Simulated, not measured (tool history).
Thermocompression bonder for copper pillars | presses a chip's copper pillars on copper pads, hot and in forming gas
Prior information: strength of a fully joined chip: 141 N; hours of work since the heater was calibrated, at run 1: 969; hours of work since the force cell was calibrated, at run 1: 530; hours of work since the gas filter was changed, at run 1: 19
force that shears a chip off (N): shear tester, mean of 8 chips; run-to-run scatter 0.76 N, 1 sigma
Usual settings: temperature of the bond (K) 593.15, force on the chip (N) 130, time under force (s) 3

| run | hour | temperature of the bond (K) | force on the chip (N) | time under force (s) | hours of work since the heater was calibrated | hours of work since the force cell was calibrated | hours of work since the gas filter was changed | force that shears a chip off (N) |
|---|---|---|---|---|---|---|---|---|
| 1 | 0 | 593.15 | 130 | 3 | 969 | 530 | 19 | 48 |
| 2 | 13 | 593.15 | 130 | 3 | 979 | 540 | 29 | 47.9 |
| 3 | 24 | 593.15 | 130 | 3 | 988 | 549 | 38 | 48 |
| 4 | 45.3 | 593.15 | 130 | 3 | 1005 | 566 | 55 | 45.4 |
| 5 | 65.5 | 593.15 | 120 | 3 | 1021 | 582 | 71 | 44 |
| 6 | 89.9 | 593.15 | 146 | 3 | 1040 | 601 | 90 | 50.3 |
| 7 | 110.2 | 593.15 | 156 | 3 | 1057 | 618 | 106 | 54 |
| 8 | 125.8 | 593.15 | 89 | 3 | 1069 | 630 | 119 | 31.2 |
|  | 141.5 | heater calibrated with a thermocouple chip |
| 9 | 151.6 | 593.15 | 130 | 3 | 8 | 649 | 138 | 51.7 |
| 10 | 171.3 | 594.15 | 130 | 3 | 24 | 665 | 153 | 51.4 |
|  | 175.5 | forming gas filter changed |
| 11 | 191.1 | 594.15 | 130 | 3 | 39 | 680 | 12 | 54.8 |
| 12 | 208.3 | 593.15 | 130 | 3 | 53 | 694 | 26 | 54.6 |
| 13 | 229.6 | 593.15 | 130 | 3 | 70 | 710 | 43 | 52.7 |
| 14 | 252.9 | 593.15 | 130 | 3 | 88 | 729 | 62 | 53.3 |
| 15 | 276.6 | 593.15 | 130 | 3 | 107 | 748 | 80 | 52.6 |
| 16 | 293.7 | 593.15 | 155 | 3 | 120 | 761 | 94 | 59.9 |
| 17 | 305.8 | 593.15 | 155 | 3 | 130 | 771 | 104 | 61.2 |
| 18 | 328.3 | 593.15 | 155 | 3 | 148 | 789 | 121 | 59.9 |
| 19 | 346.8 | 593.15 | 173 | 3 | 163 | 804 | 136 | 64.7 |
| 20 | 368.1 | 593.15 | 130 | 4 | 180 | 820 | 153 | 54.6 |
|  | 373.4 | forming gas filter changed |
| 21 | 389.6 | 613.15 | 106 | 3 | 196 | 837 | 13 | 53.4 |
| 22 | 400.8 | 564.15 | 82 | 3 | 205 | 846 | 22 | 24 |
| 23 | 416.3 | 613.15 | 106 | 4 | 218 | 858 | 34 | 59.9 |
| 24 | 435.7 | 613.15 | 93 | 4 | 233 | 874 | 49 | 52.6 |
| 25 | 459.4 | 613.15 | 93 | 4 | 252 | 893 | 68 | 52.6 |
| 26 | 480.2 | 617.15 | 130 | 6 | 268 | 909 | 85 | 81 |
| 27 | 502.5 | 565.15 | 124 | 3 | 286 | 927 | 103 | 35.5 |
| 28 | 514.9 | 615.15 | 140 | 6 | 296 | 937 | 112 | 81.5 |
| 29 | 526.9 | 566.15 | 130 | 2 | 305 | 946 | 122 | 31.1 |
| 30 | 537 | 596.15 | 87 | 2 | 313 | 954 | 130 | 29.7 |
| 31 | 561.3 | 590.15 | 188 | 4 | 333 | 974 | 149 | 72.1 |
|  | 571.9 | forming gas filter changed |
| 32 | 581.3 | 590.15 | 188 | 4 | 348 | 989 | 7 | 76.2 |
| 33 | 597.1 | 594.15 | 166 | 4 | 361 | 1002 | 20 | 69.8 |
| 34 | 617.9 | 594.15 | 166 | 4 | 377 | 1018 | 37 | 70.5 |
| 35 | 637.1 | 594.15 | 166 | 4 | 393 | 1033 | 52 | 69 |
| 36 | 647.4 | 593.15 | 130 | 4 | 401 | 1042 | 60 | 57.2 |
| 37 | 663.8 | 593.15 | 130 | 4 | 414 | 1055 | 73 | 55.4 |
| 38 | 685.3 | 593.15 | 130 | 4 | 431 | 1072 | 90 | 56.4 |
| 39 | 708.7 | 598.15 | 130 | 4 | 449 | 1090 | 109 | 58.4 |
| 40 | 731.4 | 604.15 | 93 | 3 | 468 | 1108 | 127 | 41.5 |

3 options for the next run, each taken on its own from the tool as it stands now. Forecast them:
| A | 753 | 572.15 | 96 | 3 | 485 | 1126 | 144 | ? |
| B | 753 | 593.15 | 106 | 2 | 485 | 1126 | 144 | ? |
| C | 753 | 622.15 | 98 | 7 | 485 | 1126 | 144 | ? |

| run | force that shears a chip off (N) |
|---|---|
| A | 28.8 |
| B | 33.4 |
| C | 67.1 |
With the hidden condition removed and each run's random variation left untouched, the same runs would have given:
| run | force that shears a chip off (N) |
|---|---|
| A | 34.2 |
| B | 39.6 |
| C | 77.1 |
